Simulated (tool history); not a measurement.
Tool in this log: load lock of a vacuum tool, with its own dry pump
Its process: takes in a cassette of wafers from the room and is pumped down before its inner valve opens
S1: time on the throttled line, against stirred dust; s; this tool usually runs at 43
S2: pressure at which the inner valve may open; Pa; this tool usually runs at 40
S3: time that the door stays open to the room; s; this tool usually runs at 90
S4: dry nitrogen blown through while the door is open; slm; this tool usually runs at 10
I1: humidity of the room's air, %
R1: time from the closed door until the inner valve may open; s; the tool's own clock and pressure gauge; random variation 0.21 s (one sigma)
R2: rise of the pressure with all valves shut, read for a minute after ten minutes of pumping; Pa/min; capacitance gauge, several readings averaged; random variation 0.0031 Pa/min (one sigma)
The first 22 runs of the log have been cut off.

Run 23, hour 1481.7: usual settings but S1 68 s, S2 53 Pa, S3 172 s, S4 43 slm; I1 46.2. Result: R1 78.4 s, R2 0.099 Pa/min.
Run 24, hour 1573.5: usual settings but S1 66 s, S2 53 Pa, S3 178 s, S4 27 slm; I1 47.6. Result: R1 76.7 s, R2 0.119 Pa/min.
Run 25, hour 1648.1: usual settings but S1 66 s, S2 53 Pa, S3 178 s, S4 27 slm; I1 43.9. Result: R1 76.2 s, R2 0.109 Pa/min.
Run 26, hour 1709.4: usual settings but S1 25 s, S2 32 Pa, S3 204 s, S4 44 slm; I1 47.3. Result: R1 40.8 s, R2 0.102 Pa/min.
Run 27, hour 1804.3: usual settings but S1 25 s, S2 32 Pa, S3 204 s, S4 44 slm; I1 45.8. Result: R1 40.9 s, R2 0.105 Pa/min.
Run 28, hour 1871.2: usual settings but S1 71 s, S2 30 Pa, S3 62 s, S4 39 slm; I1 41.3. Result: R1 82.3 s, R2 0.070 Pa/min.
Run 29, hour 1914.7: usual settings but S1 71 s, S2 30 Pa, S3 62 s, S4 39 slm; I1 44.1. Result: R1 82.1 s, R2 0.072 Pa/min.
Run 30, hour 2004.5: usual settings but S1 71 s, S2 30 Pa, S3 62 s, S4 19 slm; I1 42.0. Result: R1 82.4 s, R2 0.088 Pa/min.
Run 31, hour 2057.4: usual settings but S1 69 s, S2 31 Pa, S3 135 s, S4 9 slm; I1 42.1. Result: R1 80.8 s, R2 0.142 Pa/min.
Run 32, hour 2099.1: usual settings but S1 69 s, S2 31 Pa, S3 135 s, S4 9 slm; I1 46.4. Result: R1 80.5 s, R2 0.152 Pa/min.
Run 33, hour 2158.3: usual settings but S2 51 Pa, S3 40 s; I1 44.7. Result: R1 55.7 s, R2 0.085 Pa/min.
Run 34, hour 2250.7: usual settings but S2 51 Pa, S3 40 s; I1 45.9. Result: R1 56.1 s, R2 0.095 Pa/min.
Run 35, hour 2307.3: usual settings but S1 82 s, S3 226 s, S4 12 slm; I1 45.5. Result: R1 90.9 s, R2 0.179 Pa/min.
Run 36, hour 2402.4: usual settings but S1 26 s, S3 117 s, S4 12 slm; I1 47.5. Result: R1 41.6 s, R2 0.142 Pa/min.
Run 37, hour 2454.9: usual settings but S1 34 s, S2 64 Pa, S3 56 s; I1 47.9. Result: R1 47.4 s, R2 0.107 Pa/min.
Run 38, hour 2502.9: usual settings but S1 29 s, S2 51 Pa, S3 191 s, S4 38 slm; I1 48.9. Result: R1 43.3 s, R2 0.114 Pa/min.

3 options for the next run, each taken on its own from the tool as it stands now. Forecast them:
Run A, hour 2579.5: usual settings but S1 29 s, S2 51 Pa, S3 216 s, S4 12 slm; I1 44.6. Result: R1 ?, R2 ?.
Run B, hour 2579.5: usual settings but S1 33 s, S2 65 Pa, S3 191 s, S4 38 slm; I1 40.1. Result: R1 ?, R2 ?.
Run C, hour 2579.5: usual settings but S1 29 s, S2 52 Pa, S3 137 s, S4 38 slm; I1 43.5. Result: R1 ?, R2 ?.

run    R1     R2
  A  43.3  0.170
  B  46.2  0.104
  C  43.6  0.097
Without the tool's hidden state the same runs would have given:
run    R1     R2
  A  42.8  0.131
  B  45.7  0.066
  C  43.1  0.059
